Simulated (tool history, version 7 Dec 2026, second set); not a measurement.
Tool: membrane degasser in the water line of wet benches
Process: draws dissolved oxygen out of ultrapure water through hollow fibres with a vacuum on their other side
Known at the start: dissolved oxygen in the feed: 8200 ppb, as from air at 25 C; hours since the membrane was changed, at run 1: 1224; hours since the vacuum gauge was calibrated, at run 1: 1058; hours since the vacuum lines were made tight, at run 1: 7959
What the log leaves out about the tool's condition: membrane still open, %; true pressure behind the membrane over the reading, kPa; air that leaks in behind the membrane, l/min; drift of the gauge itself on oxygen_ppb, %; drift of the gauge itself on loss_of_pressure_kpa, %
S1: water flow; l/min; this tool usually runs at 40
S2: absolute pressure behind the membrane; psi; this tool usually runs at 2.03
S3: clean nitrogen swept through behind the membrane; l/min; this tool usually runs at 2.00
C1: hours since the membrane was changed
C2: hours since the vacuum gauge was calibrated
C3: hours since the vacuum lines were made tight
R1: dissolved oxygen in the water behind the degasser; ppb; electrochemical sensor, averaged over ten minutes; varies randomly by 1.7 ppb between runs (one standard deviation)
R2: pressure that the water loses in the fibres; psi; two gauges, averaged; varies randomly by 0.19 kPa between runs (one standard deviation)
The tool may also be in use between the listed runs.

Run 1, hour 0.0: usual settings; C1 1224; C2 1058; C3 7959. Result: R1 464.5 ppb, R2 5.612 psi.
Run 2, hour 60.8: usual settings but S3 5.25 l/min; C1 1285; C2 1119; C3 8020. Result: R1 198.4 ppb, R2 5.630 psi.
Run 3, hour 116.8: usual settings but S3 5.25 l/min; C1 1341; C2 1175; C3 8076. Result: R1 197.2 ppb, R2 5.642 psi.
Run 4, hour 192.7: usual settings but S3 1.79 l/min; C1 1417; C2 1251; C3 8152. Result: R1 513.1 ppb, R2 5.636 psi.
Run 5, hour 281.6: usual settings; C1 1506; C2 1340; C3 8241. Result: R1 462.8 ppb, R2 5.622 psi.
Run 6, hour 329.8: usual settings; C1 1554; C2 1388; C3 8289. Result: R1 464.1 ppb, R2 5.630 psi.
Run 7, hour 371.1: usual settings; C1 1595; C2 1429; C3 8330. Result: R1 465.7 ppb, R2 5.664 psi.
Run 8, hour 449.7: usual settings; C1 1674; C2 1508; C3 8409. Result: R1 461.1 ppb, R2 5.664 psi.
Run 9, hour 499.7: usual settings; C1 1724; C2 1558; C3 8459. Result: R1 465.8 ppb, R2 5.659 psi.
Run 10, hour 568.0: usual settings but S1 26 l/min; C1 1792; C2 1626; C3 8527. Result: R1 317.5 ppb, R2 3.680 psi.
Run 11, hour 646.4: usual settings but S1 26 l/min; C1 1871; C2 1704; C3 8605. Result: R1 318.4 ppb, R2 3.669 psi.
Run 12, hour 725.0: usual settings but S2 2.26 psi; C1 1949; C2 1783; C3 8684. Result: R1 532.6 ppb, R2 5.661 psi.
Run 13, hour 769.9: usual settings but S2 2.26 psi; C1 1994; C2 1828; C3 8729. Result: R1 527.9 ppb, R2 5.670 psi.
Run 14, hour 826.1: usual settings but S2 2.26 psi; C1 2050; C2 1884; C3 8785. Result: R1 526.1 ppb, R2 5.648 psi.
Run 15, hour 865.5: usual settings but S1 39 l/min; C1 2090; C2 1924; C3 8825. Result: R1 457.3 ppb, R2 5.527 psi.
At hour 872.4: vacuum gauge calibrated.
Run 16, hour 905.9: usual settings; C1 2130; C2 34; C3 8865. Result: R1 466.7 ppb, R2 5.703 psi.
Run 17, hour 953.6: usual settings; C1 2177; C2 81; C3 8912. Result: R1 470.6 ppb, R2 5.659 psi.
Run 18, hour 1018.1: usual settings but S1 57 l/min, S2 1.93 psi, S3 5.02 l/min; C1 2242; C2 146; C3 8977. Result: R1 290.7 ppb, R2 8.079 psi.
Run 19, hour 1082.6: usual settings but S2 3.39 psi, S3 2.92 l/min; C1 2306; C2 210; C3 9041. Result: R1 605.4 ppb, R2 5.619 psi.
Run 20, hour 1137.1: usual settings but S1 31 l/min, S2 3.39 psi, S3 1.27 l/min; C1 2361; C2 265; C3 9096. Result: R1 970.7 ppb, R2 4.370 psi.
Run 21, hour 1185.2: usual settings but S1 50 l/min, S2 3.92 psi, S3 0.92 l/min; C1 2409; C2 313; C3 9144. Result: R1 1977.4 ppb, R2 7.089 psi.
Run 22, hour 1267.1: usual settings but S1 49 l/min, S2 4.31 psi, S3 1.53 l/min; C1 2491; C2 395; C3 9226. Result: R1 1510.4 ppb, R2 6.911 psi.
At hour 1342.6: vacuum gauge calibrated, once more.
Run 23, hour 1363.5: usual settings but S1 49 l/min, S2 4.31 psi, S3 1.53 l/min; C1 2587; C2 21; C3 9322. Result: R1 1511.1 ppb, R2 7.011 psi.
Run 24, hour 1421.8: usual settings but S1 39 l/min, S2 4.31 psi, S3 1.53 l/min; C1 2645; C2 79; C3 9380. Result: R1 1272.9 ppb, R2 5.513 psi.
Run 25, hour 1517.6: usual settings but S1 64 l/min, S3 2.16 l/min; C1 2741; C2 175; C3 9476. Result: R1 673.8 ppb, R2 8.985 psi.
Run 26, hour 1585.5: usual settings but S3 1.43 l/min; C1 2809; C2 243; C3 9544. Result: R1 606.4 ppb, R2 5.654 psi.
Run 27, hour 1651.9: usual settings but S2 1.29 psi, S3 3.73 l/min; C1 2875; C2 309; C3 9610. Result: R1 146.6 ppb, R2 5.680 psi.
Run 28, hour 1739.8: usual settings but S1 45 l/min, S2 1.94 psi, S3 0.86 l/min; C1 2963; C2 397; C3 9698. Result: R1 934.7 ppb, R2 6.354 psi.
Run 29, hour 1834.0: usual settings but S2 2.25 psi, S3 1.78 l/min; C1 3057; C2 491; C3 9792. Result: R1 575.7 ppb, R2 5.670 psi.
Run 30, hour 1895.9: usual settings but S1 61 l/min, S2 2.25 psi, S3 1.78 l/min; C1 3119; C2 553; C3 9854. Result: R1 834.8 ppb, R2 8.641 psi.
Run 31, hour 1949.3: usual settings but S1 61 l/min, S2 2.25 psi, S3 2.49 l/min; C1 3173; C2 607; C3 9907. Result: R1 647.3 ppb, R2 8.683 psi.

Below are 5 alternative next runs, each starting from the tool's condition after run 31. Predict each:
Run A, hour 2009.4: usual settings but S1 46 l/min, S2 1.97 psi, S3 2.83 l/min; C1 3233; C2 667; C3 9968. Result: R1 ?, R2 ?.
Run B, hour 2009.4: usual settings but S1 26 l/min, S2 2.25 psi, S3 1.13 l/min; C1 3233; C2 667; C3 9968. Result: R1 ?, R2 ?.
Run C, hour 2009.4: usual settings but S1 31 l/min, S2 4.18 psi, S3 1.39 l/min; C1 3233; C2 667; C3 9968. Result: R1 ?, R2 ?.
Run D, hour 2009.4: usual settings but S1 38 l/min, S2 2.25 psi, S3 2.49 l/min; C1 3233; C2 667; C3 9968. Result: R1 ?, R2 ?.
Run E, hour 2009.4: usual settings but S1 36 l/min, S2 2.48 psi, S3 2.10 l/min; C1 3233; C2 667; C3 9968. Result: R1 ?, R2 ?.

run      R1     R2
  A   378.4  6.496
  B   584.9  3.696
  C  1116.3  4.445
  D   416.1  5.366
  E   514.4  5.100
The same runs, with their run-to-run variation unchanged, on a tool lacking any hidden condition would have given:
run      R1     R2
  A   375.7  6.443
  B   581.0  3.665
  C  1111.1  4.409
  D   413.2  5.321
  E   511.2  5.056

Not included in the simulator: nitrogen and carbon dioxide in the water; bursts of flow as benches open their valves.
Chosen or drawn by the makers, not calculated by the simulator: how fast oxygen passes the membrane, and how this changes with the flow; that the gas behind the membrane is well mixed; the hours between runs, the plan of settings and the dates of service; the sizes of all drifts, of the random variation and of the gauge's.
